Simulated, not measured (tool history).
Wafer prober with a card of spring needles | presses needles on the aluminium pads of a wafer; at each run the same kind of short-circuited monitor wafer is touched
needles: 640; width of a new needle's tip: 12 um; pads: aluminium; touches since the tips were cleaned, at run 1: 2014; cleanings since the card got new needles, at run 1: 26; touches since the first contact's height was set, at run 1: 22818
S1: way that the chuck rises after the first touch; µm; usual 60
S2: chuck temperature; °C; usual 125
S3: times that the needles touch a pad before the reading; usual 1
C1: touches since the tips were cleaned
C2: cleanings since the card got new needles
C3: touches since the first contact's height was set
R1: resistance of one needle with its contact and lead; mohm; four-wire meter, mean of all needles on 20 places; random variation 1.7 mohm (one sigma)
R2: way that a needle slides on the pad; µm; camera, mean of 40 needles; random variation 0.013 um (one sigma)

run 1 hour=0.0 | S1=60 S2=125 S3=1 | C1=2014 C2=26 C3=22818 | R1=224 R2=13.77
-- hour=2.3 tips cleaned on abrasive film
-- hour=7.8 tips cleaned on abrasive film
-- hour=12.2 tips cleaned on abrasive film
run 2 hour=15.8 | S1=60 S2=125 S3=1 | C1=2436 C2=29 C3=33426 | R1=230 R2=13.77
-- hour=16.9 tips cleaned on abrasive film
-- hour=21.4 tips cleaned on abrasive film
-- hour=25.8 tips cleaned on abrasive film
run 3 hour=29.9 | S1=60 S2=125 S3=1 | C1=2806 C2=32 C3=42918 | R1=237 R2=13.75
-- hour=31.1 tips cleaned on abrasive film
-- hour=35.5 tips cleaned on abrasive film
-- hour=39.9 tips cleaned on abrasive film
-- hour=45.4 tips cleaned on abrasive film
run 4 hour=49.2 | S1=60 S2=125 S3=1 | C1=2551 C2=36 C3=55871 | R1=232 R2=13.68
-- hour=50.3 tips cleaned on abrasive film
-- hour=55.8 tips cleaned on abrasive film
-- hour=60.3 tips cleaned on abrasive film
-- hour=60.6 height of the first contact set anew
-- hour=65.8 tips cleaned on abrasive film
run 5 hour=65.8 | S1=60 S2=125 S3=1 | C1=0 C2=40 C3=3504 | R1=170 R2=13.64
-- hour=70.2 tips cleaned on abrasive film
-- hour=75.7 tips cleaned on abrasive film
run 6 hour=77.5 | S1=60 S2=125 S3=1 | C1=1220 C2=42 C3=11411 | R1=207 R2=13.63
-- hour=80.8 tips cleaned on abrasive film
-- hour=85.3 tips cleaned on abrasive film
-- hour=89.7 tips cleaned on abrasive film
run 7 hour=94.0 | S1=60 S2=125 S3=1 | C1=2916 C2=45 C3=22500 | R1=237 R2=13.55
-- hour=95.1 tips cleaned on abrasive film
-- hour=99.6 tips cleaned on abrasive film
-- hour=105.1 tips cleaned on abrasive film
run 8 hour=108.4 | S1=76 S2=125 S3=1 | C1=2267 C2=48 C3=32196 | R1=222 R2=17.24
-- hour=109.5 tips cleaned on abrasive film
-- hour=114.0 tips cleaned on abrasive film
-- hour=118.4 tips cleaned on abrasive film
-- hour=122.8 tips cleaned on abrasive film
-- hour=128.3 tips cleaned on abrasive film
run 9 hour=131.7 | S1=60 S2=125 S3=1 | C1=2351 C2=53 C3=47892 | R1=221 R2=13.50
-- hour=132.9 tips cleaned on abrasive film
-- hour=138.4 tips cleaned on abrasive film
-- hour=142.9 tips cleaned on abrasive film
-- hour=148.4 tips cleaned on abrasive film
run 10 hour=151.5 | S1=60 S2=125 S3=1 | C1=2140 C2=57 C3=61161 | R1=227 R2=13.46
-- hour=153.7 tips cleaned on abrasive film
-- hour=155.1 height of the first contact set anew
-- hour=159.6 tips cleaned on abrasive film
run 11 hour=163.7 | S1=41 S2=125 S3=1 | C1=2865 C2=59 C3=5838 | R1=270 R2=9.47
-- hour=164.9 tips cleaned on abrasive film
-- hour=170.4 tips cleaned on abrasive film
-- hour=175.9 tips cleaned on abrasive film
-- hour=180.3 tips cleaned on abrasive film
run 12 hour=182.0 | S1=41 S2=125 S3=1 | C1=1113 C2=63 C3=18073 | R1=229 R2=9.41
-- hour=185.3 tips cleaned on abrasive film
-- hour=189.7 tips cleaned on abrasive film
-- hour=195.2 tips cleaned on abrasive film
-- hour=199.7 tips cleaned on abrasive film
-- hour=204.1 tips cleaned on abrasive film
run 13 hour=204.5 | S1=41 S2=125 S3=1 | C1=275 C2=68 C3=33207 | R1=202 R2=9.37
-- hour=208.9 tips cleaned on abrasive film
-- hour=213.4 tips cleaned on abrasive film
-- hour=214.7 height of the first contact set anew, once more
run 14 hour=216.9 | S1=71 S2=59 S3=1 | C1=2221 C2=70 C3=1478 | R1=207 R2=16.41
-- hour=219.2 tips cleaned on abrasive film
-- hour=223.6 tips cleaned on abrasive film
-- hour=229.1 tips cleaned on abrasive film
run 15 hour=231.5 | S1=43 S2=125 S3=1 | C1=1623 C2=73 C3=11273 | R1=251 R2=9.89
-- hour=233.7 tips cleaned on abrasive film
-- hour=238.2 tips cleaned on abrasive film
-- hour=242.6 tips cleaned on abrasive film
-- hour=247.0 tips cleaned on abrasive film
run 16 hour=247.7 | S1=43 S2=125 S3=1 | C1=481 C2=77 C3=22154 | R1=203 R2=9.85
-- hour=252.1 tips cleaned on abrasive film
-- hour=256.6 tips cleaned on abrasive film
-- hour=261.0 tips cleaned on abrasive film
run 17 hour=263.7 | S1=43 S2=125 S3=1 | C1=1872 C2=80 C3=32942 | R1=245 R2=9.83
-- hour=266.0 tips cleaned on abrasive film
-- hour=271.5 tips cleaned on abrasive film
-- hour=277.0 tips cleaned on abrasive film
-- hour=282.5 tips cleaned on abrasive film
run 18 hour=285.1 | S1=62 S2=40 S3=1 | C1=1738 C2=84 C3=47309 | R1=205 R2=14.17
-- hour=287.3 tips cleaned on abrasive film
-- hour=291.8 tips cleaned on abrasive film
-- hour=297.3 tips cleaned on abrasive film
-- hour=301.7 tips cleaned on abrasive film
run 19 hour=302.9 | S1=62 S2=40 S3=1 | C1=845 C2=88 C3=59299 | R1=188 R2=14.13
-- hour=306.3 tips cleaned on abrasive film
-- hour=309.8 height of the first contact set anew
-- hour=311.0 tips cleaned on abrasive film
-- hour=315.7 tips cleaned on abrasive film
run 20 hour=315.7 | S1=78 S2=125 S3=1 | C1=0 C2=91 C3=3872 | R1=170 R2=17.99
-- hour=321.2 tips cleaned on abrasive film
-- hour=325.6 tips cleaned on abrasive film
run 21 hour=327.6 | S1=50 S2=28 S3=2 | C1=1395 C2=93 C3=11950 | R1=191 R2=11.50
-- hour=331.0 tips cleaned on abrasive film
-- hour=335.4 tips cleaned on abrasive film
-- hour=339.8 tips cleaned on abrasive film
-- hour=345.3 tips cleaned on abrasive film
-- hour=350.3 tips cleaned on abrasive film
run 22 hour=350.3 | S1=43 S2=32 S3=3 | C1=0 C2=98 C3=27179 | R1=156 R2=9.83

5 ways to go on from here, each from the tool as it stands after run 22. What would each give?
-- hour=355.8 tips cleaned on abrasive film
-- hour=361.3 tips cleaned on abrasive film
run A hour=364.6 | S1=66 S2=83 S3=1 | C1=2256 C2=100 C3=36849 | R1=? R2=?
-- hour=355.8 tips cleaned on abrasive film
-- hour=361.3 tips cleaned on abrasive film
run B hour=364.6 | S1=60 S2=120 S3=2 | C1=2256 C2=100 C3=36849 | R1=? R2=?
-- hour=355.8 tips cleaned on abrasive film
-- hour=361.3 tips cleaned on abrasive film
run C hour=364.6 | S1=73 S2=32 S3=3 | C1=2256 C2=100 C3=36849 | R1=? R2=?
-- hour=355.8 tips cleaned on abrasive film
-- hour=361.3 tips cleaned on abrasive film
run D hour=364.6 | S1=51 S2=62 S3=1 | C1=2256 C2=100 C3=36849 | R1=? R2=?
-- hour=355.8 tips cleaned on abrasive film
-- hour=361.3 tips cleaned on abrasive film
run E hour=364.6 | S1=60 S2=125 S3=1 | C1=2256 C2=100 C3=36849 | R1=? R2=?

run=A R1=213 R2=15.13
run=B R1=199 R2=13.75
run=C R1=170 R2=16.75
run=D R1=242 R2=11.66
run=E R1=221 R2=13.74
Without the tool's hidden state the same runs would have given:
run=A R1=159 R2=15.23
run=B R1=166 R2=13.86
run=C R1=151 R2=16.86
run=D R1=159 R2=11.77
run=E R1=164 R2=13.84
